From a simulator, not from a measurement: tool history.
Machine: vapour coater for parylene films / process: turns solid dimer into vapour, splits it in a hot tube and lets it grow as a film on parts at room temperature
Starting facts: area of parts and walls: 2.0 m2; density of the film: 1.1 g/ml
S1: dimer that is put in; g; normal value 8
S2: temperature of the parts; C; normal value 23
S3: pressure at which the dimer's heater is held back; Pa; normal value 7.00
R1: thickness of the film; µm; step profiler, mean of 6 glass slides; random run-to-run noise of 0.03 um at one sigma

run	hour	S1	S2	S3	R1
1	0.0	8	23	7.00	2.52
2	12.3	8	23	7.00	2.53
3	23.7	8	23	2.58	2.85
4	32.0	8	23	2.58	2.86
5	44.3	8	23	3.54	2.73
6	61.4	8	23	7.00	2.46
7	71.7	8	24	7.00	2.44
8	82.3	8	24	7.00	2.44
9	92.1	8	24	7.00	2.39
10	108.5	11	23	7.00	3.38
11	125.5	11	23	7.00	3.36
12	137.7	11	23	7.00	3.35
13	153.4	13	23	7.00	3.93
14	168.6	13	23	7.00	3.64
15	176.4	8	17	7.00	2.50
16	190.5	8	19	7.00	2.46
17	200.5	8	19	7.00	2.39
18	215.2	8	19	7.00	2.44
19	231.8	8	15	7.00	2.58
20	249.2	8	23	7.00	2.18
21	261.8	8	23	7.00	2.19
22	274.7	8	23	7.00	2.73
23	285.5	8	23	7.00	2.75
24	293.2	8	16	7.00	3.02
25	306.5	8	23	2.51	3.09
26	315.6	8	15	2.51	3.53
27	329.5	5	18	2.61	2.11
28	345.7	8	23	7.00	2.68
29	358.5	8	23	7.00	2.70
30	369.7	5	28	3.31	1.63
31	381.3	9	22	2.41	3.48
32	395.2	7	22	2.61	2.70
33	403.0	7	22	2.61	2.62
34	415.7	7	22	2.61	2.64
35	423.1	7	22	2.61	2.59
36	435.5	6	19	2.97	2.37
37	447.8	4	19	2.97	1.53
38	455.6	8	20	3.06	2.93
39	466.6	8	31	3.80	2.44
40	478.5	8	25	7.00	2.44
41	494.8	9	27	10.76	2.53
42	510.7	9	21	5.20	3.02
43	518.6	9	21	5.20	3.10
44	534.1	9	21	5.20	3.01
45	545.6	7	29	3.44	2.18
46	562.2	6	23	9.40	1.82

The log once held 2 entries between its listed runs, left out of this copy. Where does each go, and what is different about the tool's unlogged condition between the listed run before it and the listed run after it?
Run 13 -> run 14: trap's valve overhauled (hour 167.0)
  vapour lost through the trap's worn valve, %: 11.1 -> 17.4; true temperature of the parts over the reading, C: 0.24 -> 0.25
  measured value less the no-hidden-state value, R1: -0.51 -> -0.79 µm
Run 21 -> run 22: trap's valve overhauled, once more (hour 272.9)
  vapour lost through the trap's worn valve, %: 20 -> 0.4; true temperature of the parts over the reading, C: 0.28 -> 0.29
  measured value less the no-hidden-state value, R1: -0.56 -> -0.03 µm

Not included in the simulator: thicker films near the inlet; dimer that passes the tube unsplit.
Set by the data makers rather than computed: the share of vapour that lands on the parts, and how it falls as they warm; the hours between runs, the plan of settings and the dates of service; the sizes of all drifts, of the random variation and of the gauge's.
